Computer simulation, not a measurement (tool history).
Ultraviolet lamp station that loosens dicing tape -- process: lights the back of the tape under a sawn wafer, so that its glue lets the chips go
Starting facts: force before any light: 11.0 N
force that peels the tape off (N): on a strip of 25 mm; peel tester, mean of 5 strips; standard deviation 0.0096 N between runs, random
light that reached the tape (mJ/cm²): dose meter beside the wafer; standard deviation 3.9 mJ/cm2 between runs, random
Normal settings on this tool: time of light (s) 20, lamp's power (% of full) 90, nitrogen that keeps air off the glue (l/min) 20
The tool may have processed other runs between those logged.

run    hour  time of light (s)  lamp's power (% of full)  nitrogen that keeps air off the glue (l/min)  force that peels the tape off (N)  light that reached the tape (mJ/cm²)
  1     0.0                 20                        90                                            20                              0.591                                   576
  2    79.4                 20                        90                                            20                              0.703                                   547
  3   137.8                 20                        90                                            20                              0.756                                   526
  4   187.5                 20                        90                                            20                              0.834                                   505
  5   245.9                 20                        90                                            20                              0.907                                   489
      310.0  -- window cleaned of glue's vapour
  6   310.0                 15                        90                                            20                              1.249                                   422
  7   362.9                 20                        90                                            20                              0.680                                   547
  8   418.1                 20                        90                                            20                              0.752                                   525
  9   487.5                 20                        90                                            20                              0.859                                   507
 10   539.3                 20                        90                                            20                              0.953                                   485
 11   590.1                 20                        90                                            20                              1.026                                   468
      650.1  -- window cleaned of glue's vapour
 12   658.1                 20                        90                                            20                              0.706                                   539
 13   705.3                 19                        60                                             9                              2.635                                   332
 14   740.6                 13                        74                                            26                              2.526                                   271
 15   820.5                 13                        74                                            26                              2.736                                   259
 16   861.4                 33                        91                                            24                              0.225                                   779
 17   908.1                 33                        91                                            24                              0.250                                   761
 18   963.4                 33                        87                                             9                              0.602                                   693
      990.2  -- window cleaned of glue's vapour
 19  1014.1                 39                        80                                            20                              0.178                                   890
 20  1079.0                 23                        75                                            20                              1.022                                   465
 21  1132.4                 38                        90                                            11                              0.252                                   887

Predict each of these 4 candidate next runs independently; none follows another, all start after run 21:
  A  1199.0                 22                        90                                            20                                  ?                                     ?
  B  1199.0                 22                        90                                            11                                  ?                                     ?
  C  1199.0                 10                        65                                            20                                  ?                                     ?
  D  1199.0                 38                        90                                            14                                  ?                                     ?

run  force that peels the tape off (N)  light that reached the tape (mJ/cm²)
  A                              0.881                                   483
  B                              1.202                                   496
  C                              4.879                                   161
  D                              0.246                                   860
Stripped of hidden state, with their random variation kept, the same runs would have yielded:
run  force that peels the tape off (N)  light that reached the tape (mJ/cm²)
  A                              0.297                                   720
  B                              0.445                                   735
  C                              3.253                                   239
  D                              0.095                                  1277

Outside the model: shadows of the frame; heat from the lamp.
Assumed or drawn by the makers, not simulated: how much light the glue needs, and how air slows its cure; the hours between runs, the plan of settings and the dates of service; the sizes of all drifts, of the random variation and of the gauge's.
